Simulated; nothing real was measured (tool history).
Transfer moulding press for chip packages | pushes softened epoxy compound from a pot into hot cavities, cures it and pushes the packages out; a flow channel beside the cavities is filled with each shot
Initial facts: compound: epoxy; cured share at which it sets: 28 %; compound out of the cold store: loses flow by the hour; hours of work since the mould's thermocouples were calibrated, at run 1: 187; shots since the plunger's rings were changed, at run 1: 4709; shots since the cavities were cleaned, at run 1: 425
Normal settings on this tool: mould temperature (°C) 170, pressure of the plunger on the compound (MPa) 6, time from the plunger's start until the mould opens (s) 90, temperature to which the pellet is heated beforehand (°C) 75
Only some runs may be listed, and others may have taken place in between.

run   hour  mould temperature (°C)  pressure of the plunger on the compound (MPa)  time from the plunger's start until the mould opens (s)  temperature to which the pellet is heated beforehand (°C)  hours of work since the mould's thermocouples were calibrated  shots since the plunger's rings were changed  shots since the cavities were cleaned  incoming compound's hours out of the cold store  length that the compound runs in the flow channel (mm)  greatest force on the pins that push the packages out (N)
  1      0                     170                                              6                                                       90                                                         75                                                            187                                          4709                                    425                                             21.8                                                     689                                                        788
  2     13                     170                                              6                                                       72                                                         75                                                            194                                          4837                                    553                                             14.2                                                     710                                                       1462
  3   26.9                     170                                              6                                                       72                                                         75                                                            201                                          4974                                    690                                             17.1                                                     698                                                       1593
      33.9  -- cavities cleaned with cleaning compound and waxed
  4   38.4                     177                                              6                                                       72                                                         75                                                            206                                          5072                                     44                                             26.4                                                     653                                                        558
  5   51.7                     177                                              6                                                       72                                                         75                                                            213                                          5203                                    175                                             12.9                                                     684                                                        685
  6   64.7                     177                                              6                                                       72                                                         75                                                            220                                          5332                                    304                                             29.8                                                     647                                                        707
  7     73                     177                                              6                                                       72                                                         69                                                            224                                          5413                                    385                                              8.1                                                     702                                                        828
      84.9  -- plunger's sealing rings changed
  8   91.6                     177                                              6                                                       72                                                         69                                                            232                                            66                                    544                                             19.1                                                     735                                                        877
  9  102.3                     177                                              6                                                       72                                                         69                                                            237                                           171                                    649                                             25.9                                                     714                                                        864
     113.9  -- cavities cleaned with cleaning compound and waxed
 10    119                     164                                              6                                                       72                                                         68                                                            245                                           321                                     50                                             26.4                                                     748                                                       1377
 11  135.2                     164                                              6                                                       72                                                         68                                                            253                                           481                                    210                                             29.1                                                     737                                                       1644
 12  143.7                     175                                           4.77                                                       92                                                         69                                                            258                                           565                                    294                                             19.9                                                     651                                                        529
 13  158.7                     175                                           4.77                                                       92                                                         69                                                            265                                           713                                    442                                             27.3                                                     632                                                        586
 14  166.1                     170                                           5.05                                                      114                                                         75                                                            269                                           785                                    514                                              9.5                                                     711                                                        581
 15  181.4                     170                                           7.39                                                       93                                                         69                                                            277                                           936                                    665                                             28.8                                                     797                                                        829

Predict each of these 3 candidate next runs independently; none follows another, all start after run 15:
     191.4  -- cavities cleaned with cleaning compound and waxed
  A  191.4                     172                                           7.39                                                       78                                                         69                                                            281                                          1020                                      0                                             31.8                                                       ?                                                          ?
     191.4  -- cavities cleaned with cleaning compound and waxed
  B  191.4                     170                                           4.62                                                      100                                                         75                                                            281                                          1020                                      0                                             31.2                                                       ?                                                          ?
     191.4  -- cavities cleaned with cleaning compound and waxed
  C  191.4                     170                                           7.39                                                       93                                                         82                                                            281                                          1020                                      0                                             35.4                                                       ?                                                          ?

run  length that the compound runs in the flow channel (mm)  greatest force on the pins that push the packages out (N)
  A                                                     772                                                        629
  B                                                     622                                                        434
  C                                                     762                                                        461
What these runs would have given with no unlogged condition in the tool:
run  length that the compound runs in the flow channel (mm)  greatest force on the pins that push the packages out (N)
  A                                                     784                                                        602
  B                                                     632                                                        419
  C                                                     775                                                        443
